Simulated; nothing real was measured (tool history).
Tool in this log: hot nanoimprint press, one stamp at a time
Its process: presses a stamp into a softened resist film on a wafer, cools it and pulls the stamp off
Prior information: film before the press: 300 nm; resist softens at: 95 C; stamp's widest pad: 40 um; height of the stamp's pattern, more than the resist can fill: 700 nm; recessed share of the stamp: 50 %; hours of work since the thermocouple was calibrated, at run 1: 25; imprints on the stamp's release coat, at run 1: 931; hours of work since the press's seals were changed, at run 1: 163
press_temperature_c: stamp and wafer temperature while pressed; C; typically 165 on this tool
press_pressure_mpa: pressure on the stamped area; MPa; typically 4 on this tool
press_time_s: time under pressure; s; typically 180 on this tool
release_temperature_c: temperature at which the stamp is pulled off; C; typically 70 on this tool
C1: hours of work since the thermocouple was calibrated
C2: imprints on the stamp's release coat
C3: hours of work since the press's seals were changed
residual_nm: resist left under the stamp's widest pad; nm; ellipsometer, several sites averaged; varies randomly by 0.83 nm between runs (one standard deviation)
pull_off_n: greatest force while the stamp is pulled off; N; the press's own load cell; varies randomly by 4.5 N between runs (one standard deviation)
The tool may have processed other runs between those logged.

run 1 hour=0 | press_temperature_c=165 press_pressure_mpa=4 press_time_s=180 release_temperature_c=70 | C1=25 C2=931 C3=163 | residual_nm=110.1 pull_off_n=289
run 2 hour=36 | press_temperature_c=165 press_pressure_mpa=4 press_time_s=180 release_temperature_c=70 | C1=48 C2=1062 C3=186 | residual_nm=108.4 pull_off_n=300
run 3 hour=66.3 | press_temperature_c=165 press_pressure_mpa=4 press_time_s=353 release_temperature_c=70 | C1=68 C2=1172 C3=206 | residual_nm=85.1 pull_off_n=320
run 4 hour=123.1 | press_temperature_c=165 press_pressure_mpa=4 press_time_s=180 release_temperature_c=70 | C1=104 C2=1379 C3=242 | residual_nm=109.1 pull_off_n=339
-- hour=154.6 stamp cleaned and given a new release coat
run 5 hour=163.8 | press_temperature_c=165 press_pressure_mpa=4 press_time_s=180 release_temperature_c=70 | C1=126 C2=33 C3=264 | residual_nm=109.2 pull_off_n=215
run 6 hour=219.6 | press_temperature_c=165 press_pressure_mpa=4.21 press_time_s=180 release_temperature_c=70 | C1=162 C2=236 C3=300 | residual_nm=104.4 pull_off_n=239
run 7 hour=261.1 | press_temperature_c=165 press_pressure_mpa=4.21 press_time_s=180 release_temperature_c=70 | C1=188 C2=388 C3=327 | residual_nm=104.3 pull_off_n=244
run 8 hour=300.5 | press_temperature_c=165 press_pressure_mpa=4 press_time_s=311 release_temperature_c=70 | C1=214 C2=531 C3=352 | residual_nm=86.1 pull_off_n=266
run 9 hour=329.5 | press_temperature_c=165 press_pressure_mpa=4 press_time_s=311 release_temperature_c=70 | C1=232 C2=637 C3=370 | residual_nm=85.3 pull_off_n=262
run 10 hour=372.2 | press_temperature_c=165 press_pressure_mpa=4 press_time_s=180 release_temperature_c=70 | C1=259 C2=792 C3=398 | residual_nm=106.1 pull_off_n=280
run 11 hour=436.4 | press_temperature_c=165 press_pressure_mpa=4 press_time_s=180 release_temperature_c=70 | C1=301 C2=1026 C3=439 | residual_nm=105 pull_off_n=300
-- hour=488.5 plate thermocouple calibrated
run 12 hour=502.2 | press_temperature_c=165 press_pressure_mpa=4 press_time_s=180 release_temperature_c=70 | C1=9 C2=1255 C3=479 | residual_nm=111.7 pull_off_n=314
-- hour=566.5 stamp cleaned and given a new release coat
run 13 hour=575.1 | press_temperature_c=165 press_pressure_mpa=4 press_time_s=180 release_temperature_c=70 | C1=52 C2=32 C3=522 | residual_nm=111.4 pull_off_n=224
-- hour=611.2 press's hydraulic seals changed and the load cell set to zero
run 14 hour=613 | press_temperature_c=165 press_pressure_mpa=4 press_time_s=180 release_temperature_c=70 | C1=71 C2=141 C3=1 | residual_nm=108.6 pull_off_n=227
run 15 hour=668 | press_temperature_c=165 press_pressure_mpa=4 press_time_s=180 release_temperature_c=70 | C1=106 C2=341 C3=36 | residual_nm=108.2 pull_off_n=246
run 16 hour=725.9 | press_temperature_c=165 press_pressure_mpa=4.3 press_time_s=250 release_temperature_c=70 | C1=143 C2=552 C3=73 | residual_nm=91.7 pull_off_n=266
run 17 hour=776.2 | press_temperature_c=172 press_pressure_mpa=2.73 press_time_s=180 release_temperature_c=78 | C1=175 C2=735 C3=106 | residual_nm=96.7 pull_off_n=251
run 18 hour=831.1 | press_temperature_c=165 press_pressure_mpa=2.84 press_time_s=180 release_temperature_c=60 | C1=210 C2=935 C3=141 | residual_nm=125.8 pull_off_n=322
run 19 hour=877.4 | press_temperature_c=161 press_pressure_mpa=2.84 press_time_s=180 release_temperature_c=60 | C1=240 C2=1103 C3=170 | residual_nm=149.1 pull_off_n=334
run 20 hour=935.5 | press_temperature_c=165 press_pressure_mpa=4 press_time_s=180 release_temperature_c=67 | C1=277 C2=1315 C3=207 | residual_nm=103.1 pull_off_n=336
run 21 hour=963 | press_temperature_c=165 press_pressure_mpa=4 press_time_s=180 release_temperature_c=67 | C1=295 C2=1415 C3=225 | residual_nm=104.2 pull_off_n=344
-- hour=985.2 stamp cleaned and given a new release coat
run 22 hour=1009 | press_temperature_c=170 press_pressure_mpa=4.51 press_time_s=120 release_temperature_c=63 | C1=320 C2=87 C3=251 | residual_nm=91.8 pull_off_n=241
-- hour=1031.4 plate thermocouple calibrated
run 23 hour=1044.1 | press_temperature_c=173 press_pressure_mpa=4.51 press_time_s=120 release_temperature_c=67 | C1=8 C2=204 C3=271 | residual_nm=85.8 pull_off_n=247
run 24 hour=1105.3 | press_temperature_c=165 press_pressure_mpa=2.49 press_time_s=180 release_temperature_c=66 | C1=47 C2=427 C3=310 | residual_nm=139.5 pull_off_n=264
run 25 hour=1136 | press_temperature_c=176 press_pressure_mpa=3.69 press_time_s=180 release_temperature_c=66 | C1=67 C2=538 C3=330 | residual_nm=70.3 pull_off_n=278
run 26 hour=1195.1 | press_temperature_c=176 press_pressure_mpa=3.69 press_time_s=180 release_temperature_c=66 | C1=105 C2=754 C3=368 | residual_nm=71.5 pull_off_n=294
run 27 hour=1263.7 | press_temperature_c=165 press_pressure_mpa=4 press_time_s=102 release_temperature_c=70 | C1=149 C2=1003 C3=412 | residual_nm=132.8 pull_off_n=290
run 28 hour=1306.5 | press_temperature_c=170 press_pressure_mpa=4.88 press_time_s=287 release_temperature_c=75 | C1=176 C2=1159 C3=439 | residual_nm=64.1 pull_off_n=302
run 29 hour=1346.2 | press_temperature_c=176 press_pressure_mpa=2.71 press_time_s=180 release_temperature_c=70 | C1=201 C2=1304 C3=464 | residual_nm=81.9 pull_off_n=320

Forecast each of these 4 alternatives for the next run:
run A hour=1384.3 | press_temperature_c=173 press_pressure_mpa=6.35 press_time_s=180 release_temperature_c=67 | C1=226 C2=1442 C3=489 | residual_nm=? pull_off_n=?
run B hour=1384.3 | press_temperature_c=176 press_pressure_mpa=2.71 press_time_s=180 release_temperature_c=76 | C1=226 C2=1442 C3=489 | residual_nm=? pull_off_n=?
run C hour=1384.3 | press_temperature_c=164 press_pressure_mpa=2.71 press_time_s=180 release_temperature_c=70 | C1=226 C2=1442 C3=489 | residual_nm=? pull_off_n=?
run D hour=1384.3 | press_temperature_c=165 press_pressure_mpa=5.13 press_time_s=180 release_temperature_c=61 | C1=226 C2=1442 C3=489 | residual_nm=? pull_off_n=?

run=A residual_nm=58.1 pull_off_n=353
run=B residual_nm=82.2 pull_off_n=314
run=C residual_nm=136.1 pull_off_n=334
run=D residual_nm=93 pull_off_n=364
With the hidden condition removed and each run's random variation left untouched, the same runs would have given:
run=A residual_nm=58.7 pull_off_n=232
run=B residual_nm=84.7 pull_off_n=207
run=C residual_nm=140.9 pull_off_n=220
run=D residual_nm=95.2 pull_off_n=239

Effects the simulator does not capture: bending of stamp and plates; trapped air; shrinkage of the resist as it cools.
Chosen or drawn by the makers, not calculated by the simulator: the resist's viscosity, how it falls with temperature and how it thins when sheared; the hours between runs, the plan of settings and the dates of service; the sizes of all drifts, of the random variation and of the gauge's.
